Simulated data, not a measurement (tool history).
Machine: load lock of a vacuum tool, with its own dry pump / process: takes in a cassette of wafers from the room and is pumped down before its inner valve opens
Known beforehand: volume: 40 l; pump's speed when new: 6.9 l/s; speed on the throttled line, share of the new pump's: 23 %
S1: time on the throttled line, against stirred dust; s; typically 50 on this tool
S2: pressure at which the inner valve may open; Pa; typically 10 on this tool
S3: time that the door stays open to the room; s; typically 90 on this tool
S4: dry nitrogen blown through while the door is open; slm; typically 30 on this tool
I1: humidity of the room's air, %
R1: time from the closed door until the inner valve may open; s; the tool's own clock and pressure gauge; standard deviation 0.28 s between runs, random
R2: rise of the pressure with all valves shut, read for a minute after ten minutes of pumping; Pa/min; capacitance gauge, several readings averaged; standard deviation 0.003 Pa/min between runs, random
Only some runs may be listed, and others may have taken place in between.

run	day	S1	S2	S3	S4	I1	R1	R2
1	0.000	50	10	90	30	45.7	94.2	0.127
2	14.692	50	10	90	30	44.0	94.9	0.140
3	29.112	50	10	90	30	41.5	94.5	0.140
4	41.229	50	10	90	30	45.9	95.2	0.162
5	53.546	50	10	90	30	44.6	94.9	0.162
6	66.962	50	10	90	30	41.0	94.9	0.166
7	78.083	35	10	90	30	44.5	83.7	0.181
8	86.179	50	14	90	30	44.2	93.2	0.188
9	102.821	50	14	90	30	43.5	92.7	0.196
10	116.712	50	14	90	30	42.2	92.5	0.209
11	128.888	50	10	103	30	43.3	95.1	0.221
12	138.083	50	10	103	30	46.3	95.8	0.223
13	150.067	50	10	103	30	46.5	95.0	0.226
14	164.288	50	10	90	30	45.3	95.3	0.243
15	175.838	50	10	90	30	43.0	96.0	0.264
16	184.546	50	10	90	30	48.6	95.4	0.265
17	193.304	50	10	90	30	43.9	95.9	0.268
18	209.271	50	10	90	30	43.2	96.0	0.282
19	226.750	50	8	90	30	44.4	97.7	0.299
20	241.604	50	14	29	7	42.9	93.3	0.302
21	249.104	50	14	29	7	44.5	93.7	0.318
22	259.138	50	14	29	4	48.5	94.2	0.337
23	267.283	50	18	90	30	47.0	92.5	0.341
24	280.408	50	18	90	30	45.8	92.6	0.355
25	296.646	48	14	66	40	46.2	93.2	0.365
26	310.888	34	10	129	14	46.3	85.1	0.395
27	323.846	44	10	90	30	43.0	92.3	0.393
28	332.162	50	9	90	34	42.9	97.5	0.389
29	343.458	50	10	212	13	44.4	96.8	0.442
30	352.704	69	9	72	30	48.3	112.2	0.432

What will run 31 give?
31	364.838	30	10	90	30	45.0	?	?

{"run 31": {"R1": 82.1, "R2": 0.445}}
The same run, on a tool lacking any hidden state, would have yielded R1 76.7 s, R2 0.022 Pa/min.
